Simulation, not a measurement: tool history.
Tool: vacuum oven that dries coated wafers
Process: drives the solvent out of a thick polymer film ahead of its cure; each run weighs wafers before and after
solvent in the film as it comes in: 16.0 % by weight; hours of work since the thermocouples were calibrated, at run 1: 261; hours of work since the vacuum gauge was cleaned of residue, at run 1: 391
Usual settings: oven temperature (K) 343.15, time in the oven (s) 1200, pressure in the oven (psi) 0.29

run,hour,oven temperature (K),time in the oven (s),pressure in the oven (psi),hours of work since the thermocouples were calibrated,hours of work since the vacuum gauge was cleaned of residue,solvent left in the film (%)
1,0,343.15,1200,0.29,261,391,2.03
2,32,335.15,1200,0.29,286,416,4.23
3,52.9,335.15,1200,0.29,302,432,4.23
4,83.2,335.15,1200,0.29,326,456,4.26
5,101.9,335.15,1200,0.29,341,471,4.27
6,143.1,343.15,1200,0.29,373,503,2.13
7,181.5,343.15,1200,0.29,404,534,2.13
8,218.4,343.15,1200,0.29,432,562,2.13
9,257.8,343.15,1200,0.29,463,594,2.14
10,276.2,343.15,1200,0.175,478,608,1.67
11,310.8,343.15,1200,0.175,505,635,1.74
12,341,343.15,1200,0.175,529,659,1.67
13,362.4,343.15,1200,0.175,546,676,1.67
14,382.3,337.15,1440,0.479,561,691,4.11
15,421.5,337.15,1200,0.21,592,722,3.44
16,458.3,337.15,660,0.432,621,751,6.77

Run 17 comes next. What will it give?
17,494.8,334.15,660,0.432,650,780,?

Run 17 gave solvent left in the film (%) 7.69.
Without the tool's hidden state the same run would have given solvent left in the film (%) 7.28.

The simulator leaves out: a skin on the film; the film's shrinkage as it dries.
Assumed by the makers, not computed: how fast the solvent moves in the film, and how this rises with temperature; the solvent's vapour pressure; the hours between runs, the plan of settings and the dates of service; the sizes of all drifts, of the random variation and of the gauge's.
